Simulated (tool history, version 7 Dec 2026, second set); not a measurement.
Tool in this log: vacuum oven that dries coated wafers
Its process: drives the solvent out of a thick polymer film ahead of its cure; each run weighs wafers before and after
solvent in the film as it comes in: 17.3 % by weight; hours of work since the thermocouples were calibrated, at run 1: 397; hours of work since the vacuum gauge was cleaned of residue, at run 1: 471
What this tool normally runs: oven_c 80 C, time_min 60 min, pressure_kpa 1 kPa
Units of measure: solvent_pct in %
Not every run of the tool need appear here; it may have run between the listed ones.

run	hour	oven_c	time_min	pressure_kpa	hours of work since the thermocouples were calibrated	hours of work since the vacuum gauge was cleaned of residue	solvent_pct
1	0	80	60	1	397	471	2.04
2	19.9	80	60	1	410	485	2.04
3	36.7	80	60	1	422	496	1.97
4	62.1	89	60	1	440	514	1.06
5	87.7	85	60	1	457	532	1.44
6	111.6	85	60	1	474	548	1.47
7	136.7	80	60	1	491	566	2.03
8	171.2	80	60	2.23	515	589	3.24
9	199.6	80	60	1.08	535	609	2.23
10	217.7	80	60	1.08	547	621	2.22
11	239.5	80	60	1.08	562	637	2.17
12	263.1	80	60	1.08	579	653	2.2
13	282.9	80	60	1.08	592	667	2.27
14	310.4	80	60	1	611	686	2.08
15	340.8	80	60	1	632	707	2.12
16	373	80	60	1	655	729	2.11
17	394.2	80	60	0.99	669	743	2.18
18	422.8	86	90	1.52	689	763	1.3
19	455.5	65	102	0.65	712	786	2.82
20	470.6	80	62	2.66	722	796	3.49
21	505.4	80	62	2.66	746	820	3.55
22	533.2	76	60	0.69	765	840	2.72
23	557.8	76	60	0.69	782	857	2.58
24	586.1	80	42	1	802	876	3.49
25	606.2	80	60	1.64	816	890	2.74
26	632	87	67	1.28	834	908	1.36
27	659	87	67	1.28	852	927	1.35
28	677.7	87	67	1.28	865	939	1.38
29	708.7	87	67	1.28	887	961	1.39
30	730.5	90	32	3.14	902	976	3.88
31	763.3	90	46	1.69	924	999	2.02
32	786.7	80	51	1.35	941	1015	3.2
33	810.9	89	44	3.54	957	1032	3.37
34	836.3	89	44	3.54	975	1049	3.36

Forecast each of these 5 alternatives for the next run:
A	857.1	67	60	0.64	989	1064	?
B	857.1	79	60	1.68	989	1064	?
C	857.1	79	44	0.83	989	1064	?
D	857.1	77	62	1.65	989	1064	?
E	857.1	91	48	1.22	989	1064	?

run	solvent_pct
A	4.74
B	3.08
C	3.38
D	3.43
E	1.51
Had the tool no hidden state, the same runs would have come out as:
run	solvent_pct
A	4.16
B	2.67
C	2.95
D	2.98
E	1.27
